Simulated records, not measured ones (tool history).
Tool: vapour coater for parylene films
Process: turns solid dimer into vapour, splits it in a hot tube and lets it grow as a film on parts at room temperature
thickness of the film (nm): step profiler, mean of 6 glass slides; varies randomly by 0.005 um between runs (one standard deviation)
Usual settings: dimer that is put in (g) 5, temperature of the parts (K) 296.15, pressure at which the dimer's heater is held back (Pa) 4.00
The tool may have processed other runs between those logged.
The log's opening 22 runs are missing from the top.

run    hour  dimer that is put in (g)  temperature of the parts (K)  pressure at which the dimer's heater is held back (Pa)  thickness of the film (nm)
 23   748.0                         5                        296.15                                                    4.00                        1042
 24   783.3                         6                        296.15                                                    4.26                        1258
      816.2  -- trap's valve overhauled
 25   825.5                         6                        296.15                                                    4.26                        1246
 26   844.9                         5                        300.15                                                    7.91                         915
 27   892.1                         5                        300.15                                                    7.91                         905
 28   921.8                         5                        296.15                                                    3.86                        1052
 29   962.8                         4                        293.15                                                    5.31                         873
 30  1004.0                         5                        297.15                                                    5.31                        1003
 31  1049.1                         4                        292.15                                                    5.04                         885
 32  1083.7                         4                        296.15                                                    5.04                         826
 33  1121.2                         3                        294.15                                                    2.01                         692
 34  1157.4                         3                        294.15                                                    2.01                         708
     1192.3  -- trap's valve overhauled
 35  1199.2                         5                        305.15                                                    4.00                         881
 36  1232.2                         5                        296.15                                                    7.01                         994
 37  1265.3                         3                        293.15                                                    3.61                         676
 38  1302.1                         4                        296.15                                                    4.00                         838
 39  1330.4                         6                        296.15                                                    4.00                        1247
 40  1376.7                         4                        292.15                                                    4.00                         912
 41  1423.5                         5                        297.15                                                    3.70                        1038
 42  1455.5                         5                        297.15                                                    3.70                        1033
 43  1481.2                         5                        291.15                                                    7.09                        1100
 44  1522.6                         3                        296.15                                                    4.21                         624
     1568.4  -- trap's valve overhauled
 45  1570.7                         5                        295.15                                                   10.26                         975
 46  1617.3                         2                        295.15                                                   10.26                         397

Alternative continuations, all from the tool just after run 46; predict every row:
  A  1648.8                         2                        303.15                                                    8.34                           ?
  B  1648.8                         2                        295.15                                                    6.66                           ?
  C  1648.8                         4                        295.15                                                   10.26                           ?

run  thickness of the film (nm)
  A                         342
  B                         406
  C                         781
Had the tool no hidden state, the same runs would have come out as:
run  thickness of the film (nm)
  A                         342
  B                         406
  C                         781

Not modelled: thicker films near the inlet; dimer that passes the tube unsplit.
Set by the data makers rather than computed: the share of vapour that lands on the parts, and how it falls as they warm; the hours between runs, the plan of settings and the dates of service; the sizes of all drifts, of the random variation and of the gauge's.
